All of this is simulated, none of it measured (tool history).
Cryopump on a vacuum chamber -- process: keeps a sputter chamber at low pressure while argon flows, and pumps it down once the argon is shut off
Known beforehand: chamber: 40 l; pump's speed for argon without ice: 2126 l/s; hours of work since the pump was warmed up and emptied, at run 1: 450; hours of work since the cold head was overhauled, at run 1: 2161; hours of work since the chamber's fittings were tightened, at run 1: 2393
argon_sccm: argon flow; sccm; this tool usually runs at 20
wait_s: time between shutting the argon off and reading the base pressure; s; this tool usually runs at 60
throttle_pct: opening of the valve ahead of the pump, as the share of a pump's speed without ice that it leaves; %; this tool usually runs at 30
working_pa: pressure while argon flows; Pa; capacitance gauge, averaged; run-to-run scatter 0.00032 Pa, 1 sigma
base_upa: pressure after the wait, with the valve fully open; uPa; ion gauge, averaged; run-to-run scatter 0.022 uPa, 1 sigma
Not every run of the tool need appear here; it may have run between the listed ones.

run,hour,argon_sccm,wait_s,throttle_pct,hours of work since the pump was warmed up and emptied,hours of work since the cold head was overhauled,hours of work since the chamber's fittings were tightened,working_pa,base_upa
1,0,20,60,30,450,2161,2393,0.0569,1.45
2,67.4,20,60,30,494,2205,2437,0.0568,1.6
3,188.7,9,60,30,573,2284,2515,0.0257,1.55
4,255.1,20,60,30,616,2327,2558,0.0569,1.61
5,336.5,20,60,30,669,2379,2611,0.0579,1.63
6,424.9,20,94,30,726,2437,2668,0.0567,1.49
7,550.6,20,94,30,807,2518,2750,0.0585,1.62
# hour 570.9: pump warmed up, emptied and cooled again
8,659.5,30,94,30,57,2586,2817,0.0807,1.34
9,730.1,30,94,30,103,2632,2863,0.081,1.39
10,797.9,20,60,48,147,2676,2907,0.0344,1.56
11,872.8,20,60,30,196,2724,2956,0.0543,1.61
12,976.7,20,60,30,263,2792,3023,0.055,1.65
13,1108.8,20,60,30,349,2877,3109,0.0555,1.69
14,1237.9,20,147,30,433,2961,3193,0.0563,1.43
# hour 1304.2: leaking fittings of the chamber tightened, without venting
15,1368.9,20,147,30,516,3045,42,0.0572,0.41
16,1432.1,20,147,30,557,3086,83,0.0568,0.45
17,1488.6,20,147,30,594,3122,120,0.0573,0.4
18,1551.2,20,147,30,635,3163,160,0.0579,0.43
19,1627.4,30,60,30,684,3212,210,0.0866,0.8
20,1702.2,27,58,45,733,3261,258,0.0545,0.83
21,1782,12,156,48,784,3313,310,0.0231,0.51
# hour 1843.2: pump warmed up, emptied and cooled again
22,1845,12,156,48,1,3350,348,0.0199,0.46
23,1958.5,12,156,48,75,3424,421,0.0205,0.48
24,2062.5,12,156,48,142,3491,489,0.0212,0.49
25,2175.1,13,47,59,215,3564,562,0.0187,1
26,2289.7,13,60,46,290,3639,636,0.0238,0.86
27,2399.9,13,60,46,361,3710,708,0.0241,0.91
28,2465.2,13,216,46,404,3753,750,0.0242,0.53
29,2574.1,8,21,16,474,3823,821,0.0411,1.89
30,2636.2,8,38,38,514,3864,861,0.0182,1.33
31,2738.9,8,38,38,581,3930,928,0.019,1.24
32,2871.6,8,38,38,667,4016,1014,0.0185,1.38
33,2997.5,9,38,37,749,4098,1095,0.0212,1.41

Hidden state at the last listed run before each entry between runs and at the first one after, where it differs:
After run 7, before run 8: pump warmed up, emptied and cooled again (hour 570.9)
  pump's speed, % of a pump's without ice: 76.7 -> 97.8; cold plate's temperature, K: 13.64 -> 13.67; leak into the chamber, uPa l/s: 1956 -> 1996
  what was measured, less what the result would be without the hidden state, working_pa: +0.0055 -> +0.0014 Pa; base_upa: +1.11 -> +0.88 uPa
After run 14, before run 15: leaking fittings of the chamber tightened, without venting (hour 1304.2)
  pump's speed, % of a pump's without ice: 87.4 -> 85.1; cold plate's temperature, K: 13.87 -> 13.91; leak into the chamber, uPa l/s: 2216 -> 337
  what was measured, less what the result would be without the hidden state, working_pa: +0.003 -> +0.0035 Pa; base_upa: +1.09 -> +0.05 uPa
After run 21, before run 22: pump warmed up, emptied and cooled again (hour 1843.2)
  pump's speed, % of a pump's without ice: 78.2 -> 99.6; cold plate's temperature, K: 14.06 -> 14.08; leak into the chamber, uPa l/s: 489 -> 510
  what was measured, less what the result would be without the hidden state, working_pa: +0.0032 -> +0.0004 Pa; base_upa: +0.17 -> +0.1 uPa

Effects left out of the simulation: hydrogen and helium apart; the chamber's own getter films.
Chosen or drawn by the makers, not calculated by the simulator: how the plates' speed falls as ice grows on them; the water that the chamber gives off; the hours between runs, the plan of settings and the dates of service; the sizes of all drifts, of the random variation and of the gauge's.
